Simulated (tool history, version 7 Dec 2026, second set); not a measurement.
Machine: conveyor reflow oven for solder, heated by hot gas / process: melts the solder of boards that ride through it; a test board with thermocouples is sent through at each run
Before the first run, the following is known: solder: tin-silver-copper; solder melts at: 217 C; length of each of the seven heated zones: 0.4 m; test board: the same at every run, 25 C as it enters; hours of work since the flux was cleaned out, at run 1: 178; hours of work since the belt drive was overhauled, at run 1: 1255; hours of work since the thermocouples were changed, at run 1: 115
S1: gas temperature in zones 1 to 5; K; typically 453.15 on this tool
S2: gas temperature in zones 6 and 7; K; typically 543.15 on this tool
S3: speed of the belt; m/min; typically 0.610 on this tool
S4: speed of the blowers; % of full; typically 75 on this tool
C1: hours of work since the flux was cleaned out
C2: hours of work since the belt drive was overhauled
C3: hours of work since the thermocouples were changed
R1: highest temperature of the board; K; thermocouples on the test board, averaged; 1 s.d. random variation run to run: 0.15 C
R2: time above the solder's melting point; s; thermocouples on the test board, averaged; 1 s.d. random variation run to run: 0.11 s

{"run": 1, "hour": 0.0, "S1": 453.15, "S2": 543.15, "S3": 0.61, "S4": 75, "C1": 178, "C2": 1255, "C3": 115, "R1": 532.15, "R2": 67.4}
{"run": 2, "hour": 60.4, "S1": 453.15, "S2": 543.15, "S3": 0.61, "S4": 75, "C1": 219, "C2": 1296, "C3": 155, "R1": 531.65, "R2": 67.3}
{"hour": 117.2, "done": "flux residue cleaned out of gas plates and filters"}
{"run": 3, "hour": 117.2, "S1": 453.15, "S2": 543.15, "S3": 0.61, "S4": 75, "C1": 0, "C2": 1330, "C3": 190, "R1": 533.55, "R2": 68.5}
{"run": 4, "hour": 190.2, "S1": 453.15, "S2": 543.15, "S3": 0.61, "S4": 75, "C1": 49, "C2": 1379, "C3": 239, "R1": 533.55, "R2": 68.2}
{"run": 5, "hour": 269.2, "S1": 453.15, "S2": 543.15, "S3": 0.61, "S4": 75, "C1": 102, "C2": 1432, "C3": 292, "R1": 533.15, "R2": 67.8}
{"run": 6, "hour": 348.3, "S1": 453.15, "S2": 543.15, "S3": 0.61, "S4": 85, "C1": 155, "C2": 1485, "C3": 345, "R1": 533.75, "R2": 68.5}
{"run": 7, "hour": 381.3, "S1": 442.15, "S2": 543.15, "S3": 0.61, "S4": 75, "C1": 177, "C2": 1508, "C3": 367, "R1": 531.15, "R2": 62.9}
{"run": 8, "hour": 431.4, "S1": 442.15, "S2": 543.15, "S3": 0.61, "S4": 75, "C1": 211, "C2": 1541, "C3": 401, "R1": 531.05, "R2": 62.6}
{"run": 9, "hour": 487.3, "S1": 442.15, "S2": 543.15, "S3": 0.61, "S4": 75, "C1": 248, "C2": 1579, "C3": 438, "R1": 530.55, "R2": 62.7}
{"hour": 500.1, "done": "flux residue cleaned out of gas plates and filters"}
{"run": 10, "hour": 564.1, "S1": 453.15, "S2": 543.15, "S3": 0.61, "S4": 75, "C1": 43, "C2": 1627, "C3": 486, "R1": 533.75, "R2": 68.7}
{"run": 11, "hour": 627.4, "S1": 453.15, "S2": 543.15, "S3": 0.61, "S4": 75, "C1": 85, "C2": 1669, "C3": 529, "R1": 533.75, "R2": 68.8}
{"run": 12, "hour": 700.8, "S1": 453.15, "S2": 543.15, "S3": 0.61, "S4": 75, "C1": 135, "C2": 1718, "C3": 578, "R1": 533.65, "R2": 68.3}
{"hour": 739.1, "done": "belt drive overhauled, speed set with a stopwatch"}
{"run": 13, "hour": 761.9, "S1": 453.15, "S2": 543.15, "S3": 0.61, "S4": 75, "C1": 173, "C2": 15, "C3": 616, "R1": 533.15, "R2": 68.7}
{"run": 14, "hour": 842.0, "S1": 453.15, "S2": 540.15, "S3": 0.61, "S4": 75, "C1": 227, "C2": 69, "C3": 670, "R1": 530.35, "R2": 67.0}
{"run": 15, "hour": 875.2, "S1": 453.15, "S2": 543.15, "S3": 0.576, "S4": 75, "C1": 249, "C2": 91, "C3": 692, "R1": 534.45, "R2": 73.6}
{"hour": 889.0, "done": "flux residue cleaned out of gas plates and filters"}
{"run": 16, "hour": 925.2, "S1": 454.15, "S2": 553.15, "S3": 0.625, "S4": 61, "C1": 24, "C2": 121, "C3": 722, "R1": 541.65, "R2": 71.3}
{"run": 17, "hour": 987.2, "S1": 454.15, "S2": 553.15, "S3": 0.625, "S4": 61, "C1": 66, "C2": 163, "C3": 764, "R1": 541.75, "R2": 71.2}
{"run": 18, "hour": 1055.1, "S1": 463.15, "S2": 538.15, "S3": 0.707, "S4": 55, "C1": 111, "C2": 208, "C3": 810, "R1": 524.95, "R2": 57.3}
{"hour": 1069.4, "done": "belt drive overhauled, speed set with a stopwatch, once more"}
{"run": 19, "hour": 1123.1, "S1": 453.15, "S2": 555.15, "S3": 0.537, "S4": 75, "C1": 154, "C2": 36, "C3": 852, "R1": 547.45, "R2": 84.0}
{"run": 20, "hour": 1178.7, "S1": 453.15, "S2": 555.15, "S3": 0.537, "S4": 75, "C1": 192, "C2": 73, "C3": 890, "R1": 547.65, "R2": 83.9}

What does the tool deliver on the next run?
{"run": 21, "hour": 1238.1, "S1": 453.15, "S2": 555.15, "S3": 0.537, "S4": 65, "C1": 231, "C2": 113, "C3": 930, "R1": "?", "R2": "?"}

Run 21 produced R1 546.35 K, R2 83.4 s.
With the hidden condition absent and the run-to-run variation left alone, this run would have shown R1 546.25 K, R2 83.4 s.
